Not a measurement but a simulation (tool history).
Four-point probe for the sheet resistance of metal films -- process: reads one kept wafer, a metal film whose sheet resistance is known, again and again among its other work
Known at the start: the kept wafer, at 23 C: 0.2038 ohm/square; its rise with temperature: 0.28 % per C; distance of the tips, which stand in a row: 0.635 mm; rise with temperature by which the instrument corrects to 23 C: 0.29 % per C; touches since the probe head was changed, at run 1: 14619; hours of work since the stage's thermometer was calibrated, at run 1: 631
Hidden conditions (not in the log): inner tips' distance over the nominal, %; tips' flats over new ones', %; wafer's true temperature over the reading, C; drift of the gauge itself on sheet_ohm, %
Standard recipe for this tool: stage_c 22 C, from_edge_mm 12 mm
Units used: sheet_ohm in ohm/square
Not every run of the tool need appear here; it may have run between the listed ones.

run,day,stage_c,from_edge_mm,touches since the probe head was changed,hours of work since the stage's thermometer was calibrated,sheet_ohm
1,0,22,12,14619,631,0.203113
2,1.867,22,12,15809,655,0.203088
3,3.288,22,16,16717,674,0.202895
4,4.4,30,16,17425,688,0.202737
5,5.362,30,16,18040,700,0.202622
6,7.25,30,25,19245,725,0.202599
7,8.279,30,25,19901,738,0.202492
8,9.467,30,25,20658,753,0.20244
9,11.146,20,12,21731,775,0.20295
10,12.392,20,12,22527,791,0.202933
11,13.196,22,7,23038,802,0.203469
12,14.538,22,7,23894,819,0.203444
13,15.396,27,5,24442,830,0.20412
14,16.75,35,13,25306,848,0.202417
15,18.158,34,12,26206,866,0.202508
16,19.483,20,3,27049,883,0.207318
17,21.342,33,11,28236,907,0.202482
18,22.779,33,11,29154,926,0.202484
19,23.967,25,20,29911,941,0.202398
20,25.492,31,59,30884,961,0.202017

What if the next run were any one of these 3? Each begins from the tool's condition after run 20:
A,26.738,19,4,31677,977,?
B,26.738,31,12,31677,977,?
C,26.738,21,72,31677,977,?

run,sheet_ohm
A,0.205044
B,0.202328
C,0.202306
What these runs would have given with no unlogged condition in the tool:
run,sheet_ohm
A,0.20663
B,0.203891
C,0.203872
